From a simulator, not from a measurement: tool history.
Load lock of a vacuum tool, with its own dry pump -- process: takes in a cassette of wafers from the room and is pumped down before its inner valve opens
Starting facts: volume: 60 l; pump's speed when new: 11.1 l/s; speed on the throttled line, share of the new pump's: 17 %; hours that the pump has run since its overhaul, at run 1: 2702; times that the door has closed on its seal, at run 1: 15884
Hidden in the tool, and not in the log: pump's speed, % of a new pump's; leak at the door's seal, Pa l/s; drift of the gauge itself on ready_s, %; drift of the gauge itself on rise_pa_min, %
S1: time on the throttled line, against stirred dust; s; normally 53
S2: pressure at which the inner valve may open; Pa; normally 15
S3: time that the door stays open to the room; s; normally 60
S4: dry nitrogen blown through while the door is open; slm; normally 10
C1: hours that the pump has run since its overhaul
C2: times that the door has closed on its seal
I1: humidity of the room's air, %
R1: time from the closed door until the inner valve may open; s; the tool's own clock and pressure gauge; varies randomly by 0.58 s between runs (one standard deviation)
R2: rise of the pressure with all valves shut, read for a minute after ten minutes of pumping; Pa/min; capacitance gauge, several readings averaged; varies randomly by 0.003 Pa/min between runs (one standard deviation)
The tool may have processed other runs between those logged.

run 1 hour=0 | S1=53 S2=15 S3=60 S4=10 | C1=2702 C2=15884 | I1=44.4 | R1=95 R2=0.428
run 2 hour=283.1 | S1=53 S2=15 S3=60 S4=10 | C1=2985 C2=16928 | I1=48.9 | R1=95.4 R2=0.468
run 3 hour=610.7 | S1=59 S2=15 S3=60 S4=10 | C1=3313 C2=18136 | I1=46.1 | R1=100 R2=0.507
run 4 hour=1139.8 | S1=59 S2=15 S3=60 S4=10 | C1=3842 C2=20087 | I1=42.7 | R1=100.2 R2=0.576
run 5 hour=1585.4 | S1=53 S2=15 S3=60 S4=10 | C1=4288 C2=21731 | I1=45.9 | R1=95.6 R2=0.661
run 6 hour=2164.3 | S1=53 S2=15 S3=60 S4=10 | C1=4867 C2=23866 | I1=42.9 | R1=96 R2=0.744
-- hour=2309.7 door's seal changed, seat wiped
run 7 hour=2813.8 | S1=98 S2=15 S3=60 S4=10 | C1=5515 C2=1859 | I1=44.7 | R1=133.1 R2=0.038
run 8 hour=3341.1 | S1=98 S2=12 S3=60 S4=10 | C1=6042 C2=3804 | I1=42.3 | R1=136.6 R2=0.065
run 9 hour=4002.9 | S1=98 S2=12 S3=60 S4=10 | C1=6704 C2=6245 | I1=42 | R1=135.5 R2=0.103
run 10 hour=4628.2 | S1=98 S2=12 S3=60 S4=10 | C1=7329 C2=8551 | I1=46.8 | R1=135.7 R2=0.137
run 11 hour=4943.8 | S1=98 S2=12 S3=60 S4=10 | C1=7645 C2=9715 | I1=48.2 | R1=135.7 R2=0.167
run 12 hour=5539.5 | S1=98 S2=12 S3=60 S4=10 | C1=8240 C2=11912 | I1=43.6 | R1=135.2 R2=0.228
run 13 hour=5898.2 | S1=98 S2=12 S3=60 S4=10 | C1=8599 C2=13235 | I1=49 | R1=136.5 R2=0.269
run 14 hour=6287.4 | S1=98 S2=11 S3=60 S4=10 | C1=8988 C2=14670 | I1=44.7 | R1=136.5 R2=0.299
run 15 hour=6960.6 | S1=86 S2=11 S3=60 S4=10 | C1=9661 C2=17152 | I1=42.6 | R1=128.6 R2=0.39
run 16 hour=7254 | S1=53 S2=15 S3=60 S4=10 | C1=9955 C2=18234 | I1=45 | R1=100.5 R2=0.417
-- hour=7530.3 dry pump taken out, an overhauled one fitted
run 17 hour=7588.3 | S1=53 S2=15 S3=60 S4=10 | C1=58 C2=19445 | I1=45.2 | R1=92.3 R2=0.457
run 18 hour=8148 | S1=34 S2=23 S3=56 S4=38 | C1=618 C2=21509 | I1=44.5 | R1=73.9 R2=0.524
run 19 hour=8588 | S1=34 S2=23 S3=56 S4=38 | C1=1058 C2=23132 | I1=48.5 | R1=73.6 R2=0.591
-- hour=8955.6 door's seal changed, seat wiped
run 20 hour=9182.3 | S1=32 S2=23 S3=150 S4=4 | C1=1651 C2=836 | I1=44.1 | R1=72.7 R2=0.06
run 21 hour=9565.2 | S1=32 S2=23 S3=150 S4=4 | C1=2033 C2=2249 | I1=46.9 | R1=73.1 R2=0.079
run 22 hour=10107 | S1=56 S2=11 S3=60 S4=4 | C1=2575 C2=4247 | I1=44 | R1=97.9 R2=0.079
run 23 hour=10444.5 | S1=30 S2=15 S3=139 S4=11 | C1=2913 C2=5491 | I1=47.3 | R1=75.1 R2=0.113
run 24 hour=10828.5 | S1=35 S2=14 S3=205 S4=9 | C1=3297 C2=6907 | I1=45.1 | R1=80.4 R2=0.143
run 25 hour=11384.4 | S1=48 S2=27 S3=49 S4=40 | C1=3853 C2=8958 | I1=45.8 | R1=86.4 R2=0.14
run 26 hour=11784.3 | S1=53 S2=15 S3=60 S4=6 | C1=4252 C2=10432 | I1=40.4 | R1=95 R2=0.188
run 27 hour=12160.2 | S1=50 S2=13 S3=136 S4=10 | C1=4628 C2=11819 | I1=42.3 | R1=93.3 R2=0.228
run 28 hour=12784.1 | S1=50 S2=15 S3=60 S4=4 | C1=5252 C2=14120 | I1=47.6 | R1=93.5 R2=0.282
run 29 hour=13152.9 | S1=50 S2=15 S3=60 S4=4 | C1=5621 C2=15480 | I1=47 | R1=93.1 R2=0.329
run 30 hour=13663.7 | S1=50 S2=15 S3=60 S4=4 | C1=6132 C2=17363 | I1=44.6 | R1=94.7 R2=0.394
run 31 hour=14224.6 | S1=50 S2=15 S3=60 S4=4 | C1=6693 C2=19432 | I1=44.5 | R1=94.4 R2=0.467
run 32 hour=14736.5 | S1=53 S2=27 S3=60 S4=8 | C1=7205 C2=21320 | I1=44.7 | R1=93.6 R2=0.53

Here are 4 independent what-if runs from the current tool condition. What would each one return?
run A hour=15209.5 | S1=46 S2=27 S3=60 S4=8 | C1=7678 C2=23064 | I1=41.7 | R1=? R2=?
run B hour=15209.5 | S1=49 S2=27 S3=31 S4=37 | C1=7678 C2=23064 | I1=47.6 | R1=? R2=?
run C hour=15209.5 | S1=91 S2=16 S3=60 S4=20 | C1=7678 C2=23064 | I1=45 | R1=? R2=?
run D hour=15209.5 | S1=69 S2=16 S3=42 S4=8 | C1=7678 C2=23064 | I1=44.9 | R1=? R2=?

run=A R1=89 R2=0.597
run=B R1=90.6 R2=0.597
run=C R1=128 R2=0.599
run=D R1=110 R2=0.613
With the hidden condition removed and each run's random variation left untouched, the same runs would have given:
run=A R1=83.9 R2=0.023
run=B R1=85.6 R2=0.011
run=C R1=123.4 R2=0.016
run=D R1=105.1 R2=0.03

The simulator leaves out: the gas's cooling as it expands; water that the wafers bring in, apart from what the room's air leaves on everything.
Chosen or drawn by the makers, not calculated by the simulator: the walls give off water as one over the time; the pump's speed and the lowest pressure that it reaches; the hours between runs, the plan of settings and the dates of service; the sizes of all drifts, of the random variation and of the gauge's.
